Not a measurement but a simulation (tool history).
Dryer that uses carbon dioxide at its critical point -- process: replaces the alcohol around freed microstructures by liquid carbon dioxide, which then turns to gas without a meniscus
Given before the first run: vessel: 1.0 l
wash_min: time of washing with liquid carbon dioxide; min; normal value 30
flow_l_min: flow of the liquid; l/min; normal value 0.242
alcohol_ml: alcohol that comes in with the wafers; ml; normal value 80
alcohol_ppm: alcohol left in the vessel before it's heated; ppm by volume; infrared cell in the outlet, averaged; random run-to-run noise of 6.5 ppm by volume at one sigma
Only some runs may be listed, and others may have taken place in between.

run	day	wash_min	flow_l_min	alcohol_ml	alcohol_ppm
1	0	30	0.242	80	550
2	1.983	30	0.242	80	561
3	3.421	30	0.19	80	1340
4	4.542	30	0.19	80	1349
5	6.833	30	0.19	80	1424
# day 7.779: purifier's bed changed
6	8.408	37	0.242	80	121
7	10.892	37	0.242	80	123
8	12.888	37	0.242	80	137
9	14.046	37	0.242	80	133
# day 14.875: inlet filter changed
10	16.333	30	0.242	37	162
11	18.246	30	0.242	37	156
12	19.5	30	0.242	37	159
13	21.617	44	0.242	37	41
14	23.812	44	0.242	37	58
15	25.133	30	0.242	80	345
16	26.662	38	0.242	80	119
17	28.342	30	0.242	80	349
18	30.579	33	0.177	29	383
19	32.496	33	0.177	29	397
20	34.346	30	0.347	80	86
21	36.004	34	0.242	57	186
22	37.333	34	0.242	57	178
23	39.767	30	0.341	35	102
24	41.212	30	0.341	35	103
25	43.654	30	0.341	35	106
26	46.204	42	0.369	101	96
27	48.362	42	0.369	103	101
28	49.588	32	0.301	46	142
29	50.792	32	0.301	46	148
30	52.783	32	0.301	46	151
31	54.958	30	0.407	38	127
32	56.104	30	0.407	38	134
33	58.592	20	0.167	100	8249
34	60.533	29	0.314	75	229

4 options for the next run, each taken on its own from the tool as it stands now. Forecast them:
A	62.138	20	0.342	54	?
B	62.138	47	0.299	101	?
C	62.138	27	0.242	80	?
D	62.138	30	0.242	69	?

run	alcohol_ppm
A	470
B	143
C	735
D	457
Take away the tool's hidden state, keep each run's random variation, and the runs would have read:
run	alcohol_ppm
A	250
B	7
C	455
D	236

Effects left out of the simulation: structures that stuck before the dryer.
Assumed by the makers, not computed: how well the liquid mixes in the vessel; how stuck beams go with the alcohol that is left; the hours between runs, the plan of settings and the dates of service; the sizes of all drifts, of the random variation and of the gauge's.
